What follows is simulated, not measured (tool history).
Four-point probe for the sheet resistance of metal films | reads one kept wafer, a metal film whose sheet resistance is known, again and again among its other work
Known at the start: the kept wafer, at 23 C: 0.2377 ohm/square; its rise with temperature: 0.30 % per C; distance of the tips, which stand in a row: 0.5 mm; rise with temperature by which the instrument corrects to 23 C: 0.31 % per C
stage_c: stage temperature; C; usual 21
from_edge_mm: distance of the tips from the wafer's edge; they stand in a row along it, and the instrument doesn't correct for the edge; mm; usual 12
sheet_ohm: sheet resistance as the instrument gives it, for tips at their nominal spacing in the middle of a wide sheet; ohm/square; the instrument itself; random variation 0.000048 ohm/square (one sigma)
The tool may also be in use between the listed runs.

| run | hour | stage_c | from_edge_mm | sheet_ohm |
|---|---|---|---|---|
| 1 | 0.0 | 21 | 12 | 0.236082 |
| 2 | 57.7 | 21 | 12 | 0.235985 |
| 3 | 140.7 | 21 | 12 | 0.235814 |
| 4 | 210.3 | 21 | 12 | 0.235843 |
| 5 | 268.0 | 21 | 12 | 0.235689 |
| 6 | 328.0 | 21 | 12 | 0.235619 |
| 7 | 387.1 | 21 | 30 | 0.235509 |
| 8 | 447.1 | 21 | 30 | 0.235389 |
| 9 | 484.9 | 21 | 30 | 0.235267 |
| 10 | 535.1 | 21 | 30 | 0.235253 |
| 11 | 579.4 | 21 | 30 | 0.235164 |
| 12 | 639.1 | 30 | 57 | 0.234854 |
| 13 | 710.5 | 32 | 11 | 0.234975 |
| 14 | 755.7 | 27 | 3 | 0.238238 |
| 15 | 834.1 | 27 | 3 | 0.238097 |
|  | 859.4 | new probe head fitted |
| 16 | 885.6 | 27 | 3 | 0.240465 |
| 17 | 953.5 | 27 | 3 | 0.240354 |
|  | 983.4 | stage's thermometer calibrated |
| 18 | 1031.6 | 22 | 14 | 0.237712 |
| 19 | 1101.2 | 22 | 14 | 0.237628 |
| 20 | 1156.2 | 28 | 5 | 0.238417 |

4 ways to go on from here, each from the tool as it stands after run 20. What would each give?
| A | 1201.6 | 19 | 25 | ? |
| B | 1201.6 | 19 | 5 | ? |
| C | 1201.6 | 26 | 5 | ? |
| D | 1201.6 | 21 | 35 | ? |

| run | sheet_ohm |
|---|---|
| A | 0.237436 |
| B | 0.238648 |
| C | 0.238398 |
| D | 0.237321 |
Without the tool's hidden state the same runs would have given:
| run | sheet_ohm |
|---|---|
| A | 0.237864 |
| B | 0.239077 |
| C | 0.238827 |
| D | 0.237748 |

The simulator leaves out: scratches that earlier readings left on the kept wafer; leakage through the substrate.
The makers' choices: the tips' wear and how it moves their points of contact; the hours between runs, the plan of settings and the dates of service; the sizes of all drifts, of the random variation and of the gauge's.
